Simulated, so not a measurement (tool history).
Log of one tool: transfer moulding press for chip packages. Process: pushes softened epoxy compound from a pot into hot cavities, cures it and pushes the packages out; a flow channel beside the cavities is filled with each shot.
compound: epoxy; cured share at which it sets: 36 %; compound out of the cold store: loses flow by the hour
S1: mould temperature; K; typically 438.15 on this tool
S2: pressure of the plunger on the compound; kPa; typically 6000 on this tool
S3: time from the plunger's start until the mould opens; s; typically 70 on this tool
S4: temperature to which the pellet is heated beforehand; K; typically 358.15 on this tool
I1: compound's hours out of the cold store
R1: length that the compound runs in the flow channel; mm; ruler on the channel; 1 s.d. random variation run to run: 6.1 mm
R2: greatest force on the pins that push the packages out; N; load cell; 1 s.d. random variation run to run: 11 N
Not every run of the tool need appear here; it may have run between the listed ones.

{"run": 1, "hour": 0.0, "S1": 438.15, "S2": 6000, "S3": 70, "S4": 358.15, "I1": 15.6, "R1": 651, "R2": 731}
{"hour": 12.3, "done": "cavities cleaned with cleaning compound and waxed"}
{"run": 2, "hour": 31.7, "S1": 438.15, "S2": 6000, "S3": 70, "S4": 358.15, "I1": 39.3, "R1": 597, "R2": 772}
{"run": 3, "hour": 51.5, "S1": 438.15, "S2": 6000, "S3": 70, "S4": 358.15, "I1": 11.4, "R1": 660, "R2": 849}
{"run": 4, "hour": 70.4, "S1": 438.15, "S2": 6000, "S3": 70, "S4": 358.15, "I1": 17.7, "R1": 639, "R2": 857}
{"hour": 82.4, "done": "cavities cleaned with cleaning compound and waxed"}
{"run": 5, "hour": 91.7, "S1": 438.15, "S2": 6000, "S3": 70, "S4": 358.15, "I1": 36.1, "R1": 603, "R2": 571}
{"run": 6, "hour": 106.2, "S1": 438.15, "S2": 6000, "S3": 70, "S4": 358.15, "I1": 9.9, "R1": 665, "R2": 662}
{"hour": 110.0, "done": "cavities cleaned with cleaning compound and waxed, once more"}
{"run": 7, "hour": 137.3, "S1": 438.15, "S2": 6000, "S3": 70, "S4": 358.15, "I1": 33.6, "R1": 612, "R2": 664}
{"run": 8, "hour": 162.8, "S1": 438.15, "S2": 6000, "S3": 70, "S4": 358.15, "I1": 42.7, "R1": 579, "R2": 713}
{"hour": 180.6, "done": "cavities cleaned with cleaning compound and waxed"}
{"run": 9, "hour": 192.4, "S1": 438.15, "S2": 6000, "S3": 70, "S4": 358.15, "I1": 21.8, "R1": 624, "R2": 614}
{"run": 10, "hour": 217.0, "S1": 438.15, "S2": 6000, "S3": 70, "S4": 355.15, "I1": 13.7, "R1": 636, "R2": 705}
{"hour": 224.1, "done": "plunger's sealing rings changed"}
{"run": 11, "hour": 234.3, "S1": 438.15, "S2": 6000, "S3": 70, "S4": 355.15, "I1": 16.7, "R1": 675, "R2": 745}
{"hour": 253.8, "done": "cavities cleaned with cleaning compound and waxed"}
{"run": 12, "hour": 257.9, "S1": 438.15, "S2": 6970, "S3": 70, "S4": 358.15, "I1": 12.3, "R1": 739, "R2": 540}
{"run": 13, "hour": 274.9, "S1": 438.15, "S2": 6970, "S3": 70, "S4": 358.15, "I1": 20.6, "R1": 726, "R2": 605}
{"run": 14, "hour": 291.4, "S1": 444.15, "S2": 7120, "S3": 89, "S4": 366.15, "I1": 31.6, "R1": 678, "R2": 601}
{"hour": 322.5, "done": "cavities cleaned with cleaning compound and waxed"}
{"run": 15, "hour": 322.5, "S1": 438.15, "S2": 6000, "S3": 79, "S4": 358.15, "I1": 45.1, "R1": 605, "R2": 453}
{"run": 16, "hour": 340.7, "S1": 438.15, "S2": 6000, "S3": 79, "S4": 358.15, "I1": 9.4, "R1": 688, "R2": 556}
{"run": 17, "hour": 355.9, "S1": 440.15, "S2": 6850, "S3": 57, "S4": 354.15, "I1": 39.3, "R1": 659, "R2": 857}
{"run": 18, "hour": 384.7, "S1": 440.15, "S2": 6850, "S3": 57, "S4": 354.15, "I1": 35.2, "R1": 656, "R2": 943}

Consider 3 possible next runs. They are alternatives, not a sequence: every one starts from the tool as it was left by run 18. What does each give?
{"hour": 393.3, "done": "cavities cleaned with cleaning compound and waxed"}
{"run": "A", "hour": 412.2, "S1": 438.15, "S2": 5000, "S3": 61, "S4": 353.15, "I1": 32.6, "R1": "?", "R2": "?"}
{"hour": 393.3, "done": "cavities cleaned with cleaning compound and waxed"}
{"run": "B", "hour": 412.2, "S1": 444.15, "S2": 4530, "S3": 78, "S4": 354.15, "I1": 25.4, "R1": "?", "R2": "?"}
{"hour": 393.3, "done": "cavities cleaned with cleaning compound and waxed"}
{"run": "C", "hour": 412.2, "S1": 440.15, "S2": 4900, "S3": 88, "S4": 358.15, "I1": 9.1, "R1": "?", "R2": "?"}

run=A R1=579 R2=788
run=B R1=558 R2=513
run=C R1=606 R2=531
The same runs, with their run-to-run variation unchanged, on a tool lacking any hidden condition would have given:
run=A R1=593 R2=635
run=B R1=572 R2=426
run=C R1=621 R2=441
